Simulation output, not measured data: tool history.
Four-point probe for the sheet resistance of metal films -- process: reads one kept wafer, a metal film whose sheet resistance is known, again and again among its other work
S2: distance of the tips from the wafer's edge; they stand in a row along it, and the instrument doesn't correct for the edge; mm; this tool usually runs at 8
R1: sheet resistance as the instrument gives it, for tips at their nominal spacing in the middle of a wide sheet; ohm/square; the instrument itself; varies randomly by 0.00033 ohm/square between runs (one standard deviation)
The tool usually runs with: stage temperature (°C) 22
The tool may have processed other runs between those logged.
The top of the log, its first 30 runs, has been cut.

run 31 hour=535.3 | stage_temperature_(°C)=34 S2=3 | R1=1.737475
run 32 hour=546.4 | stage_temperature_(°C)=26 S2=4 | R1=1.693717
run 33 hour=561.0 | stage_temperature_(°C)=30 S2=7 | R1=1.660843
run 34 hour=576.0 | stage_temperature_(°C)=22 S2=36 | R1=1.638131
run 35 hour=591.3 | stage_temperature_(°C)=21 S2=10 | R1=1.644813
run 36 hour=608.4 | stage_temperature_(°C)=21 S2=6 | R1=1.660246
run 37 hour=622.3 | stage_temperature_(°C)=21 S2=6 | R1=1.661018
run 38 hour=635.9 | stage_temperature_(°C)=27 S2=20 | R1=1.641732
run 39 hour=659.6 | stage_temperature_(°C)=26 S2=63 | R1=1.639404
run 40 hour=682.2 | stage_temperature_(°C)=22 S2=63 | R1=1.636014
run 41 hour=693.3 | stage_temperature_(°C)=22 S2=10 | R1=1.644525
run 42 hour=718.2 | stage_temperature_(°C)=22 S2=10 | R1=1.644942
run 43 hour=735.3 | stage_temperature_(°C)=22 S2=65 | R1=1.635702
run 44 hour=751.1 | stage_temperature_(°C)=22 S2=65 | R1=1.636591

Here are 4 independent what-if runs from the current tool condition. What would each one return?
run A hour=770.7 | stage_temperature_(°C)=22 S2=21 | R1=?
run B hour=770.7 | stage_temperature_(°C)=23 S2=21 | R1=?
run C hour=770.7 | stage_temperature_(°C)=19 S2=5 | R1=?
run D hour=770.7 | stage_temperature_(°C)=20 S2=53 | R1=?

run=A R1=1.638105
run=B R1=1.637935
run=C R1=1.668078
run=D R1=1.634601
Without the tool's hidden state the same runs would have given:
run=A R1=1.649142
run=B R1=1.648973
run=C R1=1.679289
run=D R1=1.645609

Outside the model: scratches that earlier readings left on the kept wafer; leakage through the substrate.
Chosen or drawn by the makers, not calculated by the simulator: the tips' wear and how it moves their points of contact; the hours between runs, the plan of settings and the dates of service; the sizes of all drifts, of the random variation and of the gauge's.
